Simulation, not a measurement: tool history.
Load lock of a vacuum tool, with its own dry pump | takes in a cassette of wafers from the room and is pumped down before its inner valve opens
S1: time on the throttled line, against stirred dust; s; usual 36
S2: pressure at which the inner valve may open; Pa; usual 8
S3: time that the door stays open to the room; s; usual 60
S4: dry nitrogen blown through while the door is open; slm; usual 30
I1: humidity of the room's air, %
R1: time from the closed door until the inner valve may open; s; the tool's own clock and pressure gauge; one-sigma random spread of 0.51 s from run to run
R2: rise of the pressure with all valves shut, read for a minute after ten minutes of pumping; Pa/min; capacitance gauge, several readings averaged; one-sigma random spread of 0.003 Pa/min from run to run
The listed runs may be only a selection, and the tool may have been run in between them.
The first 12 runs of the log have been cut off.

run 13 hour=2315.7 | S1=36 S2=8 S3=34 S4=30 | I1=42.3 | R1=76.9 R2=0.026
run 14 hour=2534.1 | S1=36 S2=8 S3=34 S4=30 | I1=47.3 | R1=76.8 R2=0.034
run 15 hour=2655.7 | S1=36 S2=8 S3=34 S4=30 | I1=47.1 | R1=75.7 R2=0.033
run 16 hour=2898.4 | S1=36 S2=8 S3=60 S4=30 | I1=47.7 | R1=76.8 R2=0.047
run 17 hour=3057.1 | S1=36 S2=8 S3=60 S4=30 | I1=47.9 | R1=77.3 R2=0.055
run 18 hour=3198.1 | S1=36 S2=8 S3=60 S4=30 | I1=46.2 | R1=77.4 R2=0.051
run 19 hour=3346.0 | S1=36 S2=8 S3=60 S4=45 | I1=46.7 | R1=76.6 R2=0.062
run 20 hour=3459.7 | S1=36 S2=6 S3=111 S4=30 | I1=46.8 | R1=80.1 R2=0.079
run 21 hour=3703.5 | S1=36 S2=6 S3=111 S4=30 | I1=45.6 | R1=78.6 R2=0.087
run 22 hour=3869.8 | S1=36 S2=8 S3=215 S4=30 | I1=46.0 | R1=77.2 R2=0.124
run 23 hour=4111.5 | S1=36 S2=14 S3=82 S4=30 | I1=47.3 | R1=74.1 R2=0.094
run 24 hour=4369.6 | S1=36 S2=14 S3=82 S4=30 | I1=44.9 | R1=74.6 R2=0.101
run 25 hour=4586.2 | S1=46 S2=12 S3=151 S4=19 | I1=44.5 | R1=83.2 R2=0.153
run 26 hour=4698.0 | S1=46 S2=12 S3=151 S4=19 | I1=42.5 | R1=82.0 R2=0.146
run 27 hour=4960.8 | S1=43 S2=7 S3=151 S4=29 | I1=45.1 | R1=83.8 R2=0.154
run 28 hour=5096.6 | S1=47 S2=15 S3=160 S4=4 | I1=46.2 | R1=83.0 R2=0.208
run 29 hour=5328.1 | S1=47 S2=15 S3=160 S4=4 | I1=42.8 | R1=83.4 R2=0.217
run 30 hour=5458.2 | S1=36 S2=8 S3=60 S4=37 | I1=46.1 | R1=78.7 R2=0.149
run 31 hour=5704.6 | S1=36 S2=11 S3=231 S4=13 | I1=43.5 | R1=77.3 R2=0.237
run 32 hour=5975.2 | S1=22 S2=11 S3=231 S4=13 | I1=43.5 | R1=66.5 R2=0.250
run 33 hour=6133.7 | S1=22 S2=11 S3=231 S4=13 | I1=43.2 | R1=66.3 R2=0.270
run 34 hour=6326.7 | S1=56 S2=14 S3=98 S4=11 | I1=44.3 | R1=89.7 R2=0.239
run 35 hour=6580.0 | S1=56 S2=14 S3=98 S4=11 | I1=46.7 | R1=89.5 R2=0.256
run 36 hour=6724.6 | S1=56 S2=14 S3=98 S4=9 | I1=42.5 | R1=90.9 R2=0.254

Branching from run 36: 5 alternative next runs. What would each branch give?
run A hour=6909.2 | S1=25 S2=15 S3=28 S4=9 | I1=44.5 | R1=? R2=?
run B hour=6909.2 | S1=36 S2=8 S3=109 S4=29 | I1=45.4 | R1=? R2=?
run C hour=6909.2 | S1=23 S2=8 S3=60 S4=30 | I1=47.9 | R1=? R2=?
run D hour=6909.2 | S1=36 S2=8 S3=60 S4=12 | I1=43.9 | R1=? R2=?
run E hour=6909.2 | S1=62 S2=8 S3=29 S4=16 | I1=48.1 | R1=? R2=?

run=A R1=67.6 R2=0.239
run=B R1=79.5 R2=0.262
run=C R1=69.4 R2=0.235
run=D R1=78.0 R2=0.254
run=E R1=98.0 R2=0.233
With no hidden state in the tool, these same runs would have given:
run=A R1=64.8 R2=0.024
run=B R1=76.8 R2=0.045
run=C R1=66.5 R2=0.026
run=D R1=75.4 R2=0.038
run=E R1=95.8 R2=0.022

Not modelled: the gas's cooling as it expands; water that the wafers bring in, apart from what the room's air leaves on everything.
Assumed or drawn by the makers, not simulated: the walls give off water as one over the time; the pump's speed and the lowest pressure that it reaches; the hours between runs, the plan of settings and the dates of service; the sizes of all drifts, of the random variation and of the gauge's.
